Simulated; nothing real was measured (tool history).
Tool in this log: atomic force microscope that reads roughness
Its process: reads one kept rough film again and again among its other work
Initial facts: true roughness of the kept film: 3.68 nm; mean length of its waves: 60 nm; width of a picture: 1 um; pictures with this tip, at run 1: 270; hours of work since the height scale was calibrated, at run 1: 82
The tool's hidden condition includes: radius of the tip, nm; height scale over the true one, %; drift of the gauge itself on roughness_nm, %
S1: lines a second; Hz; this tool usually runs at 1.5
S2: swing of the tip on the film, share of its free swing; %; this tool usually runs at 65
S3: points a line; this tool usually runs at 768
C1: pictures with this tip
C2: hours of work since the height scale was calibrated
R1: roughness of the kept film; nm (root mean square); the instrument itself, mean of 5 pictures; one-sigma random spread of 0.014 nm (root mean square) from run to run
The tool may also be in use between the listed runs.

run   hour    S1  S2    S3   C1   C2     R1
  1      0   1.5  65   768  270   82  3.148
  2   16.1   1.5  65   768  283   89  3.179
  3   31.8   1.5  65   768  295   96  3.144
      40.4  -- new tip fitted
  4   44.5   1.5  65   546    3  102  3.358
  5   55.4   1.5  65   546   11  107  3.323
  6   66.9   1.5  65   546   20  112  3.323
  7   82.7   1.5  65   768   32  119  3.301
  8   91.6   1.5  65   768   39  123  3.302
  9  101.9   1.5  65   414   47  128  3.318
 10    114   1.5  65   414   56  133  3.303
 11  127.4  3.32  65   768   67  139  3.086
 12  143.8  3.32  65   768   79  147  3.048
 13  156.1  3.32  65   768   89  152  3.047
 14  164.9  3.32  65   768   96  156  3.054
 15  177.4  3.32  65   768  105  162  3.042
 16    186  3.32  65   768  112  166  3.043
 17  196.6  3.32  65   768  120  171  3.029
 18  211.5  3.47  65   768  131  177  2.979
 19  221.3  3.47  65   768  139  182  2.988
 20  235.1   1.5  80   768  149  188  3.005
 21  249.5   1.5  80   768  160  195  2.977
 22  262.1   1.5  65   768  170  200  3.209
 23  276.2  0.96  63   768  181  207  3.311
 24  283.7   1.5  80   929  187  210  2.969
 25  290.5  0.59  73   929  192  213  3.292
 26  305.9  0.59  73   929  204  220  3.278
 27  319.3  0.59  73   929  214  226  3.284
 28  325.9  0.59  73   929  219  229  3.262
 29  339.9  1.11  83   261  230  235  2.992
 30  350.4   1.5  67   438  238  240   3.17
 31  359.5  1.46  65   264  245  244  3.164
 32  370.8  1.46  88   472  254  249  2.742
 33  386.7  1.46  88   642  266  257  2.779
 34  399.1   1.2  65   646  275  262  3.197
 35  405.7  1.17  56   268  280  265  3.267
 36  421.9  1.17  78   268  293  273  3.035
 37  430.4  2.35  62   268  299  276  3.106
     433.1  -- new tip fitted
 38  441.6  3.24  73   768    7  281   2.87
 39  456.1  0.74  64   384   18  288  3.474
 40  468.6  1.15  67  1002   27  293  3.351
 41  478.3  1.15  67  1002   35  298   3.34
 42  494.1  1.15  67  1002   47  305  3.346
 43  503.1   1.5  59   768   54  309  3.354

3 options for the next run, each taken on its own from the tool as it stands now. Forecast them:
  A  511.8  1.27  65  428  61  313   ?
  B  511.8   1.5  65  849  61  313   ?
  C  511.8     1  65  768  61  313   ?

run     R1
  A  3.311
  B  3.287
  C  3.373
What these runs would have given with no unlogged condition in the tool:
run     R1
  A  3.355
  B  3.331
  C  3.418
